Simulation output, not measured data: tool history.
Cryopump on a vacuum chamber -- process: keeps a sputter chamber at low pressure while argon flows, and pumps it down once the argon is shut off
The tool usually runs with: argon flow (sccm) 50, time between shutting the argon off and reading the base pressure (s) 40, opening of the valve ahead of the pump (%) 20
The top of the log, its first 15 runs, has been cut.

run	day	argon flow (sccm)	time between shutting the argon off and reading the base pressure (s)	opening of the valve ahead of the pump (%)	pressure while argon flows (Pa)	pressure after the wait (uPa)
16	27.246	50	40	20	0.2694	0.86
17	29.229	50	40	47	0.1161	0.85
18	31.104	73	178	34	0.2330	0.43
19	32.146	73	178	34	0.2331	0.45
20	34.475	73	178	34	0.2343	0.48
21	35.688	73	178	34	0.2361	0.45
22	37.938	50	25	53	0.1063	1.25
23	39.625	25	58	20	0.1342	0.73
24	41.633	25	58	20	0.1362	0.72
25	43.933	50	54	20	0.2729	0.80
26	45.588	96	31	23	0.4565	1.11
27	47.417	31	31	23	0.1476	1.10
28	49.479	31	176	57	0.0623	0.52
29	51.321	31	176	57	0.0649	0.59
30	53.817	50	71	20	0.2763	0.75
31	55.629	34	40	48	0.0828	1.01
32	56.896	34	40	48	0.0841	1.01
33	58.000	34	40	48	0.0842	1.03
34	59.983	43	57	20	0.2402	0.85

What if the next run were any one of these 3? Each begins from the tool's condition after run 34:
A	62.138	32	149	20	?	?
B	62.138	91	118	20	?	?
C	62.138	20	200	28	?	?

run	pressure while argon flows (Pa)	pressure after the wait (uPa)
A	0.1792	0.62
B	0.5086	0.66
C	0.0811	0.59
With no hidden state in the tool, these same runs would have given:
run	pressure while argon flows (Pa)	pressure after the wait (uPa)
A	0.1697	0.34
B	0.4814	0.39
C	0.0752	0.31

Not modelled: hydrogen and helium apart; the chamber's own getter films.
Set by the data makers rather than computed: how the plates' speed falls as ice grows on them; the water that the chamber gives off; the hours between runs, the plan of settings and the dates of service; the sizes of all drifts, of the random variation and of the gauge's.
